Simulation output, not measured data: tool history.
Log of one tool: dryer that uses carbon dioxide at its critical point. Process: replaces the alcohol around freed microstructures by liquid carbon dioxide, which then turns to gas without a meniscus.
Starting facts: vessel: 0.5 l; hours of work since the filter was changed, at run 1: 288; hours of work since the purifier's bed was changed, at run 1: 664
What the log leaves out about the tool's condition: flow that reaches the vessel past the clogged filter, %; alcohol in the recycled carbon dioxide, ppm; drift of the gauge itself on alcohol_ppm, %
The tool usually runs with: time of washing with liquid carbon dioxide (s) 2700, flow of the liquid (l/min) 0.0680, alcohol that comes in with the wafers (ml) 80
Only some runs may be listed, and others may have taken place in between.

run	hour	time of washing with liquid carbon dioxide (s)	flow of the liquid (l/min)	alcohol that comes in with the wafers (ml)	hours of work since the filter was changed	hours of work since the purifier's bed was changed	alcohol left in the vessel before it's heated (ppm by volume)
1	0.0	2700	0.0680	80	288	664	1224
2	17.0	2700	0.0680	80	296	672	1239
3	33.6	2700	0.0680	80	305	680	1222
4	49.7	2700	0.0452	80	312	688	6527
5	79.4	2700	0.0452	80	327	702	6452
6	116.6	2700	0.0452	80	345	720	6610
7	152.7	2700	0.0452	80	363	738	6934
8	168.6	2700	0.0680	56	370	746	1001
9	185.8	2700	0.0680	80	379	754	1397
10	207.9	2700	0.0680	80	389	765	1368
11	241.3	2700	0.0680	80	406	781	1444
12	267.2	3660	0.0680	80	418	794	391
13	301.1	2700	0.0680	75	435	810	1420
14	329.0	2700	0.0680	75	448	824	1474
15	363.0	2700	0.0680	80	465	841	1531
16	388.4	2700	0.0680	80	477	853	1599
17	419.5	2700	0.0680	80	493	868	1616
18	440.8	3240	0.0680	80	503	878	766
19	469.8	3240	0.0680	80	517	893	766
# hour 484.7: inlet filter changed
20	488.6	2700	0.0680	80	2	901	882
21	521.0	2160	0.1008	80	18	917	420
22	548.1	2940	0.0476	76	31	930	2854
23	583.7	2940	0.0476	76	48	948	2969
24	616.8	2220	0.0726	76	64	964	1560
25	648.4	3000	0.0530	32	80	979	858
26	673.9	2280	0.0589	58	92	992	2703
27	703.0	2280	0.0589	58	106	1006	2688
28	728.3	2280	0.0418	58	119	1018	8195
29	759.7	2700	0.0894	80	134	1033	352
30	783.2	2700	0.0720	80	145	1045	818
31	811.8	2700	0.0440	30	159	1059	2403
32	842.2	2700	0.0440	30	174	1074	2480
33	872.7	2400	0.1122	92	189	1088	297
34	890.8	3480	0.0478	92	198	1097	2151
35	916.0	3480	0.0478	92	210	1110	2200
36	933.0	3960	0.0457	38	218	1118	775
37	960.7	3960	0.0457	38	232	1131	755
38	995.0	3840	0.0738	33	249	1148	249
39	1025.3	3840	0.0738	33	263	1163	257

Results for each run, recomputed without the tool's hidden state and with each run's random variation untouched:
run	alcohol left in the vessel before it's heated (ppm by volume)
1	697
2	695
3	675
4	4639
5	4518
6	4547
7	4675
8	481
9	687
10	667
11	680
12	97
13	640
14	650
15	666
16	682
17	678
18	234
19	227
20	685
21	229
22	2536
23	2585
24	1235
25	593
26	2226
27	2180
28	7210
29	117
30	479
31	1859
32	1895
33	64
34	1451
35	1460
36	396
37	379
38	16
39	17

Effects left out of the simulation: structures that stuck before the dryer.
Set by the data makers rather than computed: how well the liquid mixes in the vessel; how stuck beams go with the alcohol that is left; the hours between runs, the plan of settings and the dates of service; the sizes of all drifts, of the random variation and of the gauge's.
